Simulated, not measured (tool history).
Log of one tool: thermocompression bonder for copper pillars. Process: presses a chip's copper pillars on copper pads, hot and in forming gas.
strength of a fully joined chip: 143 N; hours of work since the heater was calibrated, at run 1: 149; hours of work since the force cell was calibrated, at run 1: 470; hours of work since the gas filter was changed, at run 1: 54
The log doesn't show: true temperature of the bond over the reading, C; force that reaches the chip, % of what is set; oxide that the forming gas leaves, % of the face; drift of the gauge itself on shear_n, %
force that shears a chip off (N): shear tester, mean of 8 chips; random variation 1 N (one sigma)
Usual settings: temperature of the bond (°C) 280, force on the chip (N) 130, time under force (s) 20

run,day,temperature of the bond (°C),force on the chip (N),time under force (s),hours of work since the heater was calibrated,hours of work since the force cell was calibrated,hours of work since the gas filter was changed,force that shears a chip off (N)
1,0,280,130,20,149,470,54,85.3
2,2.462,280,130,20,188,508,93,80.5
3,4.3,280,130,20,217,537,121,81.6
4,5.8,280,130,20,240,560,145,79.4
5,7.496,280,130,20,266,587,171,77.8
# day 8.892: forming gas filter changed
6,9.371,280,130,20,295,616,8,82.2
7,10.708,280,130,20,316,636,28,84.2
8,12.817,280,130,20,349,669,61,80.2
9,14.492,280,86,20,375,695,87,54.4
10,17.317,280,130,20,419,740,131,77.9
11,19.721,280,130,20,457,777,169,75.6
# day 21.167: forming gas filter changed
12,22.471,307,130,20,499,820,20,103.9
13,23.967,280,130,20,523,843,44,80
# day 25.133: force cell calibrated
14,25.904,276,130,20,552,12,73,75.1
15,28.012,280,130,20,585,45,106,77.8
16,29.271,280,130,20,605,65,125,75.3
17,31.108,280,130,20,633,93,154,73.4
# day 33.583: forming gas filter changed
18,33.583,280,130,20,672,132,0,77.7
19,36.171,280,130,20,712,172,40,77.3
20,38.325,309,159,28,746,205,74,119.4
21,40.367,280,194,15,777,237,106,94.2
# day 41.783: force cell calibrated, once more
22,42.375,290,107,15,808,9,136,69.7
23,44.458,278,143,16,840,42,169,78.8
# day 46.025: forming gas filter changed
24,46.138,310,143,46,866,68,2,131.9
25,47.771,252,143,46,892,93,27,88
26,50.079,297,154,13,928,129,63,99.2
27,51.392,264,89,18,948,150,84,43.6
28,54.25,272,150,34,993,194,128,95.2
29,56.85,303,126,36,1033,235,169,105.1

Forecast run 30:
# day 58.404: forming gas filter changed
30,59.754,303,126,36,1078,280,21,?

force that shears a chip off (N): 112.9
Without the tool's hidden state the same run would have given force that shears a chip off (N) 119.7.
